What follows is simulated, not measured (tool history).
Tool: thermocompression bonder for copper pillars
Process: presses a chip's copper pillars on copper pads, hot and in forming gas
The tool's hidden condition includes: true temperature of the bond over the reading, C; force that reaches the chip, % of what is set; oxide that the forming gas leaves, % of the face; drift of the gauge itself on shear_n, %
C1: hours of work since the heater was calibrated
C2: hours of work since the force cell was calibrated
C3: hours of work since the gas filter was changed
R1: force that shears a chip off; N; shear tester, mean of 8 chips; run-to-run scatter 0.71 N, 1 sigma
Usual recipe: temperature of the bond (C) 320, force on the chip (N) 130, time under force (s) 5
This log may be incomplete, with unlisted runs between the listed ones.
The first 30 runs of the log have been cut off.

{"run": 31, "hour": 931.6, "temperature of the bond (C)": 331, "force on the chip (N)": 105, "time under force (s)": 3, "C1": 843, "C2": 224, "C3": 215, "R1": 33.8}
{"hour": 967.4, "done": "forming gas filter changed"}
{"run": 32, "hour": 975.2, "temperature of the bond (C)": 332, "force on the chip (N)": 106, "time under force (s)": 5, "C1": 875, "C2": 256, "C3": 6, "R1": 42.3}
{"run": 33, "hour": 996.2, "temperature of the bond (C)": 311, "force on the chip (N)": 82, "time under force (s)": 5, "C1": 890, "C2": 272, "C3": 21, "R1": 26.1}
{"run": 34, "hour": 1025.2, "temperature of the bond (C)": 336, "force on the chip (N)": 141, "time under force (s)": 12, "C1": 912, "C2": 294, "C3": 43, "R1": 68.8}
{"run": 35, "hour": 1063.4, "temperature of the bond (C)": 320, "force on the chip (N)": 190, "time under force (s)": 3, "C1": 940, "C2": 322, "C3": 71, "R1": 51.9}
{"run": 36, "hour": 1086.3, "temperature of the bond (C)": 320, "force on the chip (N)": 190, "time under force (s)": 3, "C1": 957, "C2": 339, "C3": 88, "R1": 50.8}
{"run": 37, "hour": 1112.8, "temperature of the bond (C)": 320, "force on the chip (N)": 190, "time under force (s)": 3, "C1": 977, "C2": 359, "C3": 108, "R1": 51.5}
{"run": 38, "hour": 1142.2, "temperature of the bond (C)": 306, "force on the chip (N)": 128, "time under force (s)": 5, "C1": 999, "C2": 381, "C3": 130, "R1": 37.5}
{"run": 39, "hour": 1167.8, "temperature of the bond (C)": 320, "force on the chip (N)": 124, "time under force (s)": 5, "C1": 1018, "C2": 400, "C3": 149, "R1": 40.9}

Consider 5 possible next runs. They are alternatives, not a sequence: every one starts from the tool as it was left by run 39. What does each give?
{"run": "A", "hour": 1195.3, "temperature of the bond (C)": 317, "force on the chip (N)": 168, "time under force (s)": 3, "C1": 1039, "C2": 420, "C3": 170, "R1": "?"}
{"run": "B", "hour": 1195.3, "temperature of the bond (C)": 320, "force on the chip (N)": 130, "time under force (s)": 7, "C1": 1039, "C2": 420, "C3": 170, "R1": "?"}
{"run": "C", "hour": 1195.3, "temperature of the bond (C)": 322, "force on the chip (N)": 81, "time under force (s)": 3, "C1": 1039, "C2": 420, "C3": 170, "R1": "?"}
{"run": "D", "hour": 1195.3, "temperature of the bond (C)": 320, "force on the chip (N)": 181, "time under force (s)": 3, "C1": 1039, "C2": 420, "C3": 170, "R1": "?"}
{"run": "E", "hour": 1195.3, "temperature of the bond (C)": 320, "force on the chip (N)": 130, "time under force (s)": 5, "C1": 1039, "C2": 420, "C3": 170, "R1": "?"}

run=A R1=43.4
run=B R1=47.5
run=C R1=22.4
run=D R1=46.5
run=E R1=42.8
Had the tool no hidden state, the same runs would have come out as:
run=A R1=51.4
run=B R1=55.7
run=C R1=27.2
run=D R1=54.5
run=E R1=50.6

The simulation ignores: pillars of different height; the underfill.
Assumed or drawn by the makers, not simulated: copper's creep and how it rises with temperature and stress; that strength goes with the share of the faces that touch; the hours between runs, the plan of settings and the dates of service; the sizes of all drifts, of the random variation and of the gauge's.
